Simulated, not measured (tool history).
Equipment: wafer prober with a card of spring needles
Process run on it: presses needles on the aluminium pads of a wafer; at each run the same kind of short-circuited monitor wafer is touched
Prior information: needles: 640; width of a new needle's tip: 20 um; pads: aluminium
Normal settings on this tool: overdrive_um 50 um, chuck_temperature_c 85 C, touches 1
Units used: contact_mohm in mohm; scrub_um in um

{"run": 1, "hour": 0.0, "overdrive_um": 50, "chuck_temperature_c": 85, "touches": 1, "contact_mohm": 252, "scrub_um": 12.9}
{"run": 2, "hour": 32.8, "overdrive_um": 50, "chuck_temperature_c": 85, "touches": 1, "contact_mohm": 254, "scrub_um": 12.89}
{"run": 3, "hour": 62.3, "overdrive_um": 50, "chuck_temperature_c": 85, "touches": 1, "contact_mohm": 258, "scrub_um": 12.93}
{"run": 4, "hour": 97.9, "overdrive_um": 50, "chuck_temperature_c": 109, "touches": 1, "contact_mohm": 261, "scrub_um": 12.91}
{"run": 5, "hour": 121.4, "overdrive_um": 50, "chuck_temperature_c": 85, "touches": 1, "contact_mohm": 255, "scrub_um": 12.88}
{"run": 6, "hour": 157.4, "overdrive_um": 51, "chuck_temperature_c": 85, "touches": 1, "contact_mohm": 258, "scrub_um": 13.2}
{"run": 7, "hour": 182.8, "overdrive_um": 51, "chuck_temperature_c": 85, "touches": 1, "contact_mohm": 257, "scrub_um": 13.18}
{"run": 8, "hour": 218.3, "overdrive_um": 51, "chuck_temperature_c": 85, "touches": 1, "contact_mohm": 257, "scrub_um": 13.15}
{"run": 9, "hour": 237.0, "overdrive_um": 51, "chuck_temperature_c": 85, "touches": 1, "contact_mohm": 253, "scrub_um": 13.17}
{"run": 10, "hour": 266.6, "overdrive_um": 51, "chuck_temperature_c": 85, "touches": 1, "contact_mohm": 256, "scrub_um": 13.11}
{"run": 11, "hour": 283.8, "overdrive_um": 51, "chuck_temperature_c": 85, "touches": 1, "contact_mohm": 250, "scrub_um": 13.08}
{"run": 12, "hour": 308.7, "overdrive_um": 50, "chuck_temperature_c": 85, "touches": 1, "contact_mohm": 256, "scrub_um": 12.92}
{"run": 13, "hour": 338.9, "overdrive_um": 50, "chuck_temperature_c": 34, "touches": 1, "contact_mohm": 241, "scrub_um": 12.86}
{"run": 14, "hour": 377.9, "overdrive_um": 50, "chuck_temperature_c": 34, "touches": 1, "contact_mohm": 241, "scrub_um": 12.92}
{"run": 15, "hour": 414.1, "overdrive_um": 50, "chuck_temperature_c": 72, "touches": 1, "contact_mohm": 251, "scrub_um": 12.86}
{"run": 16, "hour": 443.5, "overdrive_um": 66, "chuck_temperature_c": 85, "touches": 3, "contact_mohm": 247, "scrub_um": 17}
{"run": 17, "hour": 462.2, "overdrive_um": 30, "chuck_temperature_c": 83, "touches": 1, "contact_mohm": 267, "scrub_um": 7.77}
{"run": 18, "hour": 492.3, "overdrive_um": 66, "chuck_temperature_c": 85, "touches": 2, "contact_mohm": 256, "scrub_um": 16.99}
{"run": 19, "hour": 531.8, "overdrive_um": 66, "chuck_temperature_c": 85, "touches": 2, "contact_mohm": 252, "scrub_um": 17.02}
{"run": 20, "hour": 569.0, "overdrive_um": 66, "chuck_temperature_c": 85, "touches": 2, "contact_mohm": 251, "scrub_um": 17.05}
{"run": 21, "hour": 603.7, "overdrive_um": 69, "chuck_temperature_c": 40, "touches": 2, "contact_mohm": 240, "scrub_um": 17.75}
{"run": 22, "hour": 641.7, "overdrive_um": 36, "chuck_temperature_c": 40, "touches": 1, "contact_mohm": 245, "scrub_um": 9.28}
{"run": 23, "hour": 658.1, "overdrive_um": 36, "chuck_temperature_c": 40, "touches": 1, "contact_mohm": 247, "scrub_um": 9.28}
{"run": 24, "hour": 680.6, "overdrive_um": 54, "chuck_temperature_c": 85, "touches": 1, "contact_mohm": 251, "scrub_um": 13.98}
{"run": 25, "hour": 714.3, "overdrive_um": 49, "chuck_temperature_c": 32, "touches": 2, "contact_mohm": 240, "scrub_um": 12.67}
{"run": 26, "hour": 748.8, "overdrive_um": 50, "chuck_temperature_c": 85, "touches": 2, "contact_mohm": 253, "scrub_um": 12.88}
{"run": 27, "hour": 782.5, "overdrive_um": 68, "chuck_temperature_c": 28, "touches": 2, "contact_mohm": 236, "scrub_um": 17.55}
{"run": 28, "hour": 814.3, "overdrive_um": 49, "chuck_temperature_c": 26, "touches": 1, "contact_mohm": 238, "scrub_um": 12.6}
{"run": 29, "hour": 842.8, "overdrive_um": 49, "chuck_temperature_c": 26, "touches": 1, "contact_mohm": 239, "scrub_um": 12.62}

The log once held 67 entries between its listed runs, left out of this copy. Where does each go, and what is different about the tool's unlogged condition between the listed run before it and the listed run after it?
From run 1 to run 2: tips cleaned on abrasive film (hour 14); tips cleaned on abrasive film (hour 27.9)
  debris on the tips, nm: 0.3 -> 0.9
From run 2 to run 3: tips cleaned on abrasive film (hour 41.7); tips cleaned on abrasive film (hour 54.5)
  debris on the tips, nm: 0.9 -> 1.1
From run 3 to run 4: tips cleaned on abrasive film (hour 67.1); tips cleaned on abrasive film (hour 79.2); tips cleaned on abrasive film (hour 92.7)
  debris on the tips, nm: 1.1 -> 0.9; way that the needles fall short of the set height, um: 0 -> 0.01
From run 4 to run 5: tips cleaned on abrasive film (hour 105.8); tips cleaned on abrasive film (hour 119.3)
  debris on the tips, nm: 0.9 -> 0.5
From run 5 to run 6: tips cleaned on abrasive film (hour 133.5); tips cleaned on abrasive film (hour 147.2)
  debris on the tips, nm: 0.5 -> 1.2
From run 6 to run 7: tips cleaned on abrasive film (hour 160.1); tips cleaned on abrasive film (hour 173.8)
  debris on the tips, nm: 1.2 -> 1.1
From run 7 to run 8: tips cleaned on abrasive film (hour 187); height of the first contact set anew (hour 187.3); tips cleaned on abrasive film (hour 201.6); tips cleaned on abrasive film (hour 214.4)
  debris on the tips, nm: 1.1 -> 0.8; way that the needles fall short of the set height, um: 0.01 -> 0
From run 8 to run 9: tips cleaned on abrasive film (hour 226.6)
  debris on the tips, nm: 0.8 -> 1.1
From run 9 to run 10: tips cleaned on abrasive film (hour 240.1); tips cleaned on abrasive film (hour 253.6); tips cleaned on abrasive film (hour 266.6)
  debris on the tips, nm: 1.1 -> 0.1
From run 10 to run 11: tips cleaned on abrasive film (hour 279.8)
  debris on the tips, nm: 0.1 -> 0.8; way that the needles fall short of the set height, um: 0 -> 0.01
From run 11 to run 12: tips cleaned on abrasive film (hour 294.4); tips cleaned on abrasive film (hour 307.9)
  debris on the tips, nm: 0.8 -> 0.3; tips' diameter, um: 20.03 -> 20.04
From run 12 to run 13: tips cleaned on abrasive film (hour 321); tips cleaned on abrasive film (hour 334.7)
  debris on the tips, nm: 0.3 -> 0.9
From run 13 to run 14: tips cleaned on abrasive film (hour 349.7); tips cleaned on abrasive film (hour 364.5); tips cleaned on abrasive film (hour 377.9)
  debris on the tips, nm: 0.9 -> 0.1
From run 14 to run 15: tips cleaned on abrasive film (hour 390.3); height of the first contact set anew (hour 398.2); tips cleaned on abrasive film (hour 403.5)
  debris on the tips, nm: 0.1 -> 1.1; way that the needles fall short of the set height, um: 0.01 -> 0
From run 15 to run 16: tips cleaned on abrasive film (hour 417.2); tips cleaned on abrasive film (hour 430.4); tips cleaned on abrasive film (hour 442.8)
  debris on the tips, nm: 1.1 -> 0.2
From run 16 to run 17: tips cleaned on abrasive film (hour 455.6)
  debris on the tips, nm: 0.2 -> 1
From run 17 to run 18: tips cleaned on abrasive film (hour 467.8); tips cleaned on abrasive film (hour 481.4)
  debris on the tips, nm: 1 -> 1.2; way that the needles fall short of the set height, um: 0 -> 0.01
From run 18 to run 19: tips cleaned on abrasive film (hour 495.1); tips cleaned on abrasive film (hour 508.5); tips cleaned on abrasive film (hour 521.1)
  both runs share identical hidden conditions
From run 19 to run 20: tips cleaned on abrasive film (hour 534.8); tips cleaned on abrasive film (hour 547.9); tips cleaned on abrasive film (hour 560.8)
  debris on the tips, nm: 1.2 -> 1.1
From run 20 to run 21: tips cleaned on abrasive film (hour 573.4); tips cleaned on abrasive film (hour 587.2); tips cleaned on abrasive film (hour 602.2)
  debris on the tips, nm: 1.1 -> 0.4
From run 21 to run 22: height of the first contact set anew (hour 610); tips cleaned on abrasive film (hour 615.7); tips cleaned on abrasive film (hour 629.5); tips cleaned on abrasive film (hour 641.7)
  debris on the tips, nm: 0.4 -> 0.1; way that the needles fall short of the set height, um: 0.01 -> 0
From run 22 to run 23: tips cleaned on abrasive film (hour 656.1)
  debris on the tips, nm: 0.1 -> 0.5
From run 23 to run 24: tips cleaned on abrasive film (hour 669.7)
  debris on the tips, nm: 0.5 -> 1.2
From run 24 to run 25: tips cleaned on abrasive film (hour 682.9); tips cleaned on abrasive film (hour 695.2); tips cleaned on abrasive film (hour 708)
  debris on the tips, nm: 1.2 -> 0.9; way that the needles fall short of the set height, um: 0 -> 0.01
From run 25 to run 26: tips cleaned on abrasive film (hour 721.1); tips cleaned on abrasive film (hour 734.2); tips cleaned on abrasive film (hour 748.6)
  debris on the tips, nm: 0.9 -> 0.2
From run 26 to run 27: tips cleaned on abrasive film (hour 762.6); tips cleaned on abrasive film (hour 775.6)
  debris on the tips, nm: 0.2 -> 1; tips' diameter, um: 20.04 -> 20.05
From run 27 to run 28: tips cleaned on abrasive film (hour 788.6); tips cleaned on abrasive film (hour 801.3); tips cleaned on abrasive film (hour 814.3)
  debris on the tips, nm: 1 -> 0.1
From run 28 to run 29: height of the first contact set anew (hour 819.9); tips cleaned on abrasive film (hour 826.8); tips cleaned on abrasive film (hour 840.3)
  debris on the tips, nm: 0.1 -> 0.5; way that the needles fall short of the set height, um: 0.01 -> 0
